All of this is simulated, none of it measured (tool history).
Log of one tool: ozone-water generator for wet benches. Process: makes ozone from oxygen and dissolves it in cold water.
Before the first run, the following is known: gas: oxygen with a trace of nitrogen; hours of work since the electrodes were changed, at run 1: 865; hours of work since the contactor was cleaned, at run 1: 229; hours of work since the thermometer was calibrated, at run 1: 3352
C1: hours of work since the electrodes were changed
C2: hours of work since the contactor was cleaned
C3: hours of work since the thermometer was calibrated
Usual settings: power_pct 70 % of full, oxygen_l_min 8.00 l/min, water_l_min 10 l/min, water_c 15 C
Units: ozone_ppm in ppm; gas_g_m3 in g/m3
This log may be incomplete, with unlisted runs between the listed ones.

run 1 hour=0.0 | power_pct=70 oxygen_l_min=8.00 water_l_min=10 water_c=15 | C1=865 C2=229 C3=3352 | ozone_ppm=40.1 gas_g_m3=234.7
run 2 hour=38.7 | power_pct=70 oxygen_l_min=8.00 water_l_min=10 water_c=15 | C1=903 C2=267 C3=3390 | ozone_ppm=40.3 gas_g_m3=236.2
run 3 hour=106.9 | power_pct=70 oxygen_l_min=8.00 water_l_min=10 water_c=15 | C1=970 C2=334 C3=3458 | ozone_ppm=39.9 gas_g_m3=234.5
run 4 hour=169.8 | power_pct=74 oxygen_l_min=8.00 water_l_min=10 water_c=15 | C1=1032 C2=396 C3=3520 | ozone_ppm=41.7 gas_g_m3=242.0
run 5 hour=208.8 | power_pct=74 oxygen_l_min=8.00 water_l_min=10 water_c=15 | C1=1071 C2=435 C3=3558 | ozone_ppm=41.4 gas_g_m3=241.0
run 6 hour=277.8 | power_pct=74 oxygen_l_min=8.00 water_l_min=10 water_c=15 | C1=1139 C2=503 C3=3626 | ozone_ppm=41.3 gas_g_m3=242.7
run 7 hour=313.1 | power_pct=74 oxygen_l_min=8.00 water_l_min=10 water_c=15 | C1=1174 C2=537 C3=3661 | ozone_ppm=41.2 gas_g_m3=242.5
run 8 hour=379.4 | power_pct=70 oxygen_l_min=4.56 water_l_min=10 water_c=15 | C1=1239 C2=603 C3=3727 | ozone_ppm=39.1 gas_g_m3=283.3
run 9 hour=441.5 | power_pct=70 oxygen_l_min=8.00 water_l_min=11 water_c=15 | C1=1301 C2=664 C3=3788 | ozone_ppm=36.6 gas_g_m3=232.3
run 10 hour=485.9 | power_pct=70 oxygen_l_min=8.00 water_l_min=11 water_c=15 | C1=1344 C2=708 C3=3832 | ozone_ppm=36.7 gas_g_m3=233.2
run 11 hour=545.7 | power_pct=70 oxygen_l_min=8.48 water_l_min=10 water_c=15 | C1=1403 C2=767 C3=3891 | ozone_ppm=39.4 gas_g_m3=229.9
run 12 hour=604.8 | power_pct=70 oxygen_l_min=8.48 water_l_min=10 water_c=15 | C1=1462 C2=825 C3=3949 | ozone_ppm=39.5 gas_g_m3=227.1
run 13 hour=656.1 | power_pct=70 oxygen_l_min=8.48 water_l_min=10 water_c=15 | C1=1512 C2=876 C3=4000 | ozone_ppm=38.6 gas_g_m3=226.6
run 14 hour=705.9 | power_pct=70 oxygen_l_min=8.48 water_l_min=10 water_c=15 | C1=1562 C2=925 C3=4049 | ozone_ppm=38.8 gas_g_m3=229.3
run 15 hour=773.3 | power_pct=70 oxygen_l_min=8.48 water_l_min=10 water_c=15 | C1=1628 C2=992 C3=4115 | ozone_ppm=39.0 gas_g_m3=225.9
run 16 hour=821.9 | power_pct=70 oxygen_l_min=8.48 water_l_min=10 water_c=15 | C1=1676 C2=1040 C3=4163 | ozone_ppm=39.0 gas_g_m3=224.3

Expected results for the next run?
run 17 hour=888.8 | power_pct=70 oxygen_l_min=8.88 water_l_min=14 water_c=15 | C1=1742 C2=1106 C3=4229 | ozone_ppm=? gas_g_m3=?

{"run 17": {"ozone_ppm": 30.2, "gas_g_m3": 221.8}}
Were there no unlogged condition in the tool, this run, its random variation unchanged, would have produced ozone_ppm 32.5 ppm, gas_g_m3 228.9 g/m3.

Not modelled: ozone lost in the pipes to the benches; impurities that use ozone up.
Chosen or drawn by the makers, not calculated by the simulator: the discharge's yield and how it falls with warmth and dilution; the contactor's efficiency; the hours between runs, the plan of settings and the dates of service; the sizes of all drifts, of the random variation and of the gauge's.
